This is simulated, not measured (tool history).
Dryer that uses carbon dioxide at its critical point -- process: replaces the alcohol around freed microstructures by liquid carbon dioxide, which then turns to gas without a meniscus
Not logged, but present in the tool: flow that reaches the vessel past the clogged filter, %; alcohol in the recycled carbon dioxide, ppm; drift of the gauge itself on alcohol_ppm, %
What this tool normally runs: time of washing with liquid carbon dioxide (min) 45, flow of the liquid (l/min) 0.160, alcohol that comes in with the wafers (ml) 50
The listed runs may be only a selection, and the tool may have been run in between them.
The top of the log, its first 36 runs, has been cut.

run     day  time of washing with liquid carbon dioxide (min)  flow of the liquid (l/min)  alcohol that comes in with the wafers (ml)  hours of work since the filter was changed  hours of work since the purifier's bed was changed  alcohol left in the vessel before it's heated (ppm by volume)
 37  29.571                                                45                       0.108                                          50                                          51                                                1287                                                           1557
 38  30.471                                                66                       0.160                                          50                                          67                                                1303                                                            161
 39  31.408                                                30                       0.249                                          29                                          83                                                1319                                                            258
 40  31.929                                                50                       0.154                                         116                                          92                                                1328                                                            570
     32.317  -- purifier's bed changed
 41  32.554                                                50                       0.154                                         116                                         101                                                   4                                                            446
 42  33.279                                                45                       0.160                                         113                                         114                                                  17                                                            614
 43  34.392                                                45                       0.160                                         113                                         133                                                  36                                                            687
 44  35.229                                                45                       0.160                                         113                                         147                                                  51                                                            685
 45  35.896                                                45                       0.160                                         113                                         159                                                  62                                                            671
 46  36.396                                                63                       0.160                                          94                                         168                                                  71                                                             85

4 ways to go on from here, each from the tool as it stands after run 46. What would each give?
  A  37.375                                                45                       0.114                                          89                                         185                                                  88                                                              ?
  B  37.375                                                42                       0.263                                          37                                         185                                                  88                                                              ?
  C  37.375                                                43                       0.160                                          94                                         185                                                  88                                                              ?
  D  37.375                                                45                       0.190                                          50                                         185                                                  88                                                              ?

run  alcohol left in the vessel before it's heated (ppm by volume)
  A                                                           2472
  B                                                             24
  C                                                            742
  D                                                            132
Without the tool's unlogged condition, the same runs would have read:
run  alcohol left in the vessel before it's heated (ppm by volume)
  A                                                           1932
  B                                                              8
  C                                                            530
  D                                                             82
